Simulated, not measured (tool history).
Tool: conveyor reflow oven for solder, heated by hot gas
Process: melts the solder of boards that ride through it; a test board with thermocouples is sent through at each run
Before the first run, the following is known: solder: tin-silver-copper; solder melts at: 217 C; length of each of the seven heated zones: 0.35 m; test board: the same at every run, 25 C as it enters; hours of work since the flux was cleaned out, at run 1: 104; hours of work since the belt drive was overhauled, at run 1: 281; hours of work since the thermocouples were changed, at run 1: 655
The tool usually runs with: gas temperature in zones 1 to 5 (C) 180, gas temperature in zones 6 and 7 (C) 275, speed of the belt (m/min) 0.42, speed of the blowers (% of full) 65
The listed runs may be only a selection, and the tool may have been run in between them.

| run | hour | gas temperature in zones 1 to 5 (C) | gas temperature in zones 6 and 7 (C) | speed of the belt (m/min) | speed of the blowers (% of full) | hours of work since the flux was cleaned out | hours of work since the belt drive was overhauled | hours of work since the thermocouples were changed | highest temperature of the board (C) | time above the solder's melting point (s) |
|---|---|---|---|---|---|---|---|---|---|---|
| 1 | 0 | 180 | 275 | 0.42 | 65 | 104 | 281 | 655 | 256.3 | 81.09 |
| 2 | 37.5 | 180 | 275 | 0.42 | 65 | 126 | 303 | 678 | 256.3 | 80.88 |
| 3 | 80.9 | 180 | 275 | 0.42 | 65 | 152 | 329 | 703 | 256.1 | 80.59 |
| 4 | 120.5 | 180 | 275 | 0.42 | 65 | 175 | 352 | 727 | 255.9 | 80.53 |
|  | 127.6 | flux residue cleaned out of gas plates and filters |
| 5 | 158 | 180 | 275 | 0.42 | 65 | 18 | 371 | 746 | 255.8 | 80.14 |
| 6 | 181.6 | 180 | 275 | 0.42 | 56 | 32 | 385 | 760 | 253.1 | 77.05 |
| 7 | 200.3 | 180 | 275 | 0.42 | 65 | 43 | 396 | 771 | 255.5 | 79.99 |
| 8 | 244.7 | 180 | 275 | 0.42 | 65 | 69 | 422 | 797 | 255.3 | 79.86 |
| 9 | 277.3 | 180 | 275 | 0.42 | 65 | 88 | 442 | 816 | 255.1 | 79.86 |
| 10 | 301.6 | 181 | 271 | 0.383 | 76 | 103 | 456 | 830 | 256.6 | 91.15 |
| 11 | 337.7 | 181 | 271 | 0.383 | 76 | 124 | 477 | 852 | 256.6 | 91.14 |
|  | 364.4 | flux residue cleaned out of gas plates and filters, once more |
| 12 | 376.1 | 181 | 271 | 0.383 | 76 | 7 | 497 | 871 | 257.7 | 92.27 |
| 13 | 404.6 | 180 | 288 | 0.42 | 86 | 24 | 514 | 888 | 272.1 | 92.05 |
| 14 | 448.7 | 180 | 288 | 0.42 | 86 | 50 | 540 | 914 | 271.8 | 92.02 |
| 15 | 467.9 | 180 | 288 | 0.42 | 86 | 61 | 551 | 926 | 271.6 | 91.88 |
| 16 | 489.4 | 194 | 272 | 0.48 | 72 | 74 | 564 | 938 | 253.4 | 75.5 |
| 17 | 520.7 | 194 | 272 | 0.48 | 72 | 92 | 582 | 957 | 253.4 | 75.28 |
| 18 | 546.3 | 194 | 286 | 0.368 | 72 | 107 | 597 | 972 | 272.7 | 113.28 |

Consider 5 possible next runs. They are alternatives, not a sequence: every one starts from the tool as it was left by run 18. What does each give?
| A | 589.2 | 192 | 286 | 0.368 | 72 | 133 | 623 | 997 | ? | ? |
| B | 589.2 | 194 | 286 | 0.466 | 61 | 133 | 623 | 997 | ? | ? |
| C | 589.2 | 167 | 286 | 0.368 | 52 | 133 | 623 | 997 | ? | ? |
| D | 589.2 | 180 | 286 | 0.372 | 65 | 133 | 623 | 997 | ? | ? |
| E | 589.2 | 180 | 277 | 0.44 | 65 | 133 | 623 | 997 | ? | ? |

| run | highest temperature of the board (C) | time above the solder's melting point (s) |
|---|---|---|
| A | 272.5 | 111.88 |
| B | 262.7 | 83.79 |
| C | 263.3 | 92.5 |
| D | 268.9 | 102.2 |
| E | 255.6 | 76.23 |
Without the tool's unlogged condition, the same runs would have read:
| run | highest temperature of the board (C) | time above the solder's melting point (s) |
|---|---|---|
| A | 275.4 | 112.81 |
| B | 265.5 | 85.21 |
| C | 266.1 | 94.5 |
| D | 271.8 | 103.62 |
| E | 258.5 | 78.28 |

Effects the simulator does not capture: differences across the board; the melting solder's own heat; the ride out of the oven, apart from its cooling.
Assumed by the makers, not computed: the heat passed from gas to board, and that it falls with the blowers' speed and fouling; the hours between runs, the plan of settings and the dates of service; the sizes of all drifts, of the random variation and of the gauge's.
